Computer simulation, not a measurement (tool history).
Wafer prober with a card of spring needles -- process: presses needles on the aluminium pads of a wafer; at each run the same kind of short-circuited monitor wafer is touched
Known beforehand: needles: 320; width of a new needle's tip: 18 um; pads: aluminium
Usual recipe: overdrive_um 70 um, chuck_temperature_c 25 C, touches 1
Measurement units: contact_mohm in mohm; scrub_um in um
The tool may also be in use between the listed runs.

run,day,overdrive_um,chuck_temperature_c,touches,contact_mohm,scrub_um
1,0,70,25,1,147,18.82
# day 0.846: tips cleaned on abrasive film
# day 1.892: tips cleaned on abrasive film
2,2.025,70,25,1,146,18.85
# day 2.667: height of the first contact set anew
# day 2.883: tips cleaned on abrasive film
# day 3.933: tips cleaned on abrasive film
# day 4.975: tips cleaned on abrasive film
3,5.246,70,25,1,149,18.86
# day 5.833: tips cleaned on abrasive film
# day 6.879: tips cleaned on abrasive film
# day 7.725: tips cleaned on abrasive film
4,8.121,70,25,1,149,18.83
# day 8.754: tips cleaned on abrasive film
# day 9.792: tips cleaned on abrasive film
# day 9.804: height of the first contact set anew
# day 10.833: tips cleaned on abrasive film
5,11.225,70,25,1,145,18.87
# day 11.842: tips cleaned on abrasive film
# day 12.9: tips cleaned on abrasive film
# day 13.958: tips cleaned on abrasive film
# day 15: tips cleaned on abrasive film
6,15.325,70,31,1,147,18.86
# day 15.938: tips cleaned on abrasive film
# day 16.958: tips cleaned on abrasive film
# day 16.971: height of the first contact set anew
# day 18: tips cleaned on abrasive film
7,18.771,70,25,1,149,18.87
# day 18.988: tips cleaned on abrasive film
# day 20.004: tips cleaned on abrasive film
# day 20.85: tips cleaned on abrasive film
# day 21.883: tips cleaned on abrasive film
8,22.717,70,25,1,148,18.88
# day 22.929: tips cleaned on abrasive film
# day 23.775: tips cleaned on abrasive film
# day 24.208: height of the first contact set anew
9,24.533,56,25,1,154,15.11
# day 24.75: tips cleaned on abrasive film
# day 25.767: tips cleaned on abrasive film
# day 26.612: tips cleaned on abrasive film
10,26.821,70,38,1,151,18.9
# day 27.667: tips cleaned on abrasive film
# day 28.696: tips cleaned on abrasive film
# day 29.729: tips cleaned on abrasive film
# day 30.771: tips cleaned on abrasive film
11,30.967,70,25,1,146,18.91
# day 31.371: height of the first contact set anew
# day 31.796: tips cleaned on abrasive film
# day 32.821: tips cleaned on abrasive film
# day 33.879: tips cleaned on abrasive film
12,34.288,70,25,1,147,18.93
# day 34.925: tips cleaned on abrasive film
# day 35.95: tips cleaned on abrasive film
# day 36.796: tips cleaned on abrasive film
13,37.296,70,25,1,145,18.92
# day 37.721: tips cleaned on abrasive film
# day 38.567: tips cleaned on abrasive film
# day 38.579: height of the first contact set anew
# day 39.638: tips cleaned on abrasive film
# day 40.654: tips cleaned on abrasive film
14,41.196,70,25,2,149,18.94
# day 41.621: tips cleaned on abrasive film
# day 42.675: tips cleaned on abrasive film
# day 43.708: tips cleaned on abrasive film
# day 44.729: tips cleaned on abrasive film
15,44.821,60,36,3,155,16.24
# day 45.638: tips cleaned on abrasive film
# day 45.862: height of the first contact set anew
# day 46.675: tips cleaned on abrasive film
16,47.117,73,25,2,147,19.77
# day 47.538: tips cleaned on abrasive film
# day 48.558: tips cleaned on abrasive film
# day 49.404: tips cleaned on abrasive film
# day 50.388: tips cleaned on abrasive film
17,50.388,73,25,2,146,19.76
# day 51.383: tips cleaned on abrasive film
# day 52.408: tips cleaned on abrasive film
# day 53.054: height of the first contact set anew
# day 53.267: tips cleaned on abrasive film
18,53.929,89,62,1,150,24.12
# day 54.146: tips cleaned on abrasive film
# day 54.992: tips cleaned on abrasive film
# day 56.042: tips cleaned on abrasive film
# day 56.888: tips cleaned on abrasive film
19,57.262,82,62,1,151,22.24
# day 57.896: tips cleaned on abrasive film
# day 58.933: tips cleaned on abrasive film
# day 59.779: tips cleaned on abrasive film
# day 60.212: height of the first contact set anew
# day 60.846: tips cleaned on abrasive film
20,61.362,82,62,1,153,22.25
# day 61.771: tips cleaned on abrasive film
# day 62.829: tips cleaned on abrasive film
# day 63.879: tips cleaned on abrasive film
# day 64.929: tips cleaned on abrasive film
21,64.929,70,37,2,148,18.98
# day 65.958: tips cleaned on abrasive film
# day 66.804: tips cleaned on abrasive film
# day 67.45: height of the first contact set anew
# day 67.875: tips cleaned on abrasive film
22,67.954,84,59,1,150,22.8
# day 68.8: tips cleaned on abrasive film
# day 69.646: tips cleaned on abrasive film
# day 70.704: tips cleaned on abrasive film
23,70.792,56,48,2,154,15.21
# day 71.642: tips cleaned on abrasive film
# day 72.633: tips cleaned on abrasive film
# day 73.692: tips cleaned on abrasive film
24,74.138,54,48,2,158,14.67
# day 74.562: tips cleaned on abrasive film
# day 74.575: height of the first contact set anew
# day 75.625: tips cleaned on abrasive film
# day 76.683: tips cleaned on abrasive film
25,76.738,70,112,2,159,19.04
# day 77.538: tips cleaned on abrasive film
# day 78.575: tips cleaned on abrasive film
# day 79.633: tips cleaned on abrasive film
26,79.675,88,34,1,145,23.94

3 options for the next run, each taken on its own from the tool as it stands now. Forecast them:
# day 80.488: tips cleaned on abrasive film
# day 81.533: tips cleaned on abrasive film
# day 81.758: height of the first contact set anew
# day 82.392: tips cleaned on abrasive film
A,82.804,70,113,2,?,?
# day 80.488: tips cleaned on abrasive film
# day 81.533: tips cleaned on abrasive film
# day 81.758: height of the first contact set anew
# day 82.392: tips cleaned on abrasive film
B,82.804,51,25,2,?,?
# day 80.488: tips cleaned on abrasive film
# day 81.533: tips cleaned on abrasive film
# day 81.758: height of the first contact set anew
# day 82.392: tips cleaned on abrasive film
C,82.804,75,61,3,?,?

run,contact_mohm,scrub_um
A,162,19.04
B,151,13.87
C,155,20.4
What these runs would have given with no unlogged condition in the tool:
run,contact_mohm,scrub_um
A,162,18.83
B,151,13.72
C,154,20.17

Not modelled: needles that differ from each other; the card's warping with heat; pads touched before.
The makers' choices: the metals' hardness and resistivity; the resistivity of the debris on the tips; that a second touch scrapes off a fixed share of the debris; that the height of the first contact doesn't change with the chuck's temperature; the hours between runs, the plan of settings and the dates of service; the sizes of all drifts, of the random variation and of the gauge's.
